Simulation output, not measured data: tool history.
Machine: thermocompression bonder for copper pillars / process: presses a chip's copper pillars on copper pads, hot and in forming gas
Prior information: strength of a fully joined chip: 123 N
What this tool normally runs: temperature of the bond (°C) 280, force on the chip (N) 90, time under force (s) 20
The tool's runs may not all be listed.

run	hour	temperature of the bond (°C)	force on the chip (N)	time under force (s)	force that shears a chip off (N)
1	0.0	280	90	20	62.9
# hour 13.1: forming gas filter changed
2	27.3	280	90	20	68.1
3	71.6	280	90	20	66.8
4	108.0	280	55	20	46.1
5	153.3	280	90	20	65.8
6	194.4	280	90	17	61.7
7	215.2	280	90	17	61.7
8	260.6	307	76	24	75.0
9	281.9	307	76	24	76.1
10	311.0	304	90	20	76.3
11	340.5	267	90	17	52.1
12	376.0	261	79	20	48.0
13	405.6	280	76	58	77.5

What if the next run were any one of these 4? Each begins from the tool's condition after run 13:
A	443.9	257	65	55	?
B	443.9	295	68	40	?
C	443.9	305	57	51	?
D	443.9	289	105	15	?

run	force that shears a chip off (N)
A	55.9
B	72.2
C	75.0
D	67.7
The same runs, with their run-to-run variation unchanged, on a tool lacking any hidden condition would have given:
run	force that shears a chip off (N)
A	69.6
B	86.3
C	89.0
D	81.8
